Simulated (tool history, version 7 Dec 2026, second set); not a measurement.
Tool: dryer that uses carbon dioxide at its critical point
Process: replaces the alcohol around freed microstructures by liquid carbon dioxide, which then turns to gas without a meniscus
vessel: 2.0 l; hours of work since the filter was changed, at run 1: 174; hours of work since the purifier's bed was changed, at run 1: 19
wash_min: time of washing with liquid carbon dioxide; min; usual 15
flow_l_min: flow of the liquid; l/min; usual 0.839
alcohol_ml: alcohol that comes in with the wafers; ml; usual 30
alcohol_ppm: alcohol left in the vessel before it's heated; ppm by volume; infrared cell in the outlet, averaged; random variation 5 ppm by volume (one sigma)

| run | hour | wash_min | flow_l_min | alcohol_ml | hours of work since the filter was changed | hours of work since the purifier's bed was changed | alcohol_ppm |
|---|---|---|---|---|---|---|---|
| 1 | 0.0 | 15 | 0.839 | 30 | 174 | 19 | 59 |
| 2 | 8.6 | 15 | 0.839 | 32 | 181 | 25 | 61 |
| 3 | 15.4 | 15 | 0.839 | 32 | 186 | 30 | 67 |
| 4 | 20.7 | 15 | 0.839 | 34 | 190 | 34 | 67 |
| 5 | 27.3 | 15 | 0.839 | 34 | 195 | 39 | 72 |
| 6 | 35.0 | 21 | 0.839 | 34 | 201 | 45 | 12 |
| 7 | 40.9 | 21 | 0.839 | 108 | 205 | 49 | 29 |
| 8 | 49.2 | 21 | 0.839 | 108 | 211 | 56 | 35 |
| 9 | 55.6 | 23 | 0.839 | 30 | 216 | 61 | 30 |
| 10 | 62.1 | 20 | 1.127 | 49 | 221 | 65 | 32 |
| 11 | 69.6 | 21 | 0.839 | 30 | 227 | 71 | 28 |
| 12 | 77.2 | 21 | 0.839 | 30 | 232 | 77 | 18 |

Forecast each of these 5 alternatives for the next run:
| A | 86.3 | 13 | 0.839 | 30 | 239 | 84 | ? |
| B | 86.3 | 13 | 0.637 | 72 | 239 | 84 | ? |
| C | 86.3 | 21 | 0.549 | 30 | 239 | 84 | ? |
| D | 86.3 | 12 | 0.907 | 96 | 239 | 84 | ? |
| E | 86.3 | 16 | 0.632 | 33 | 239 | 84 | ? |

| run | alcohol_ppm |
|---|---|
| A | 131 |
| B | 1002 |
| C | 129 |
| D | 393 |
| E | 221 |
Without the tool's hidden state the same runs would have given:
| run | alcohol_ppm |
|---|---|
| A | 69 |
| B | 683 |
| C | 72 |
| D | 232 |
| E | 130 |
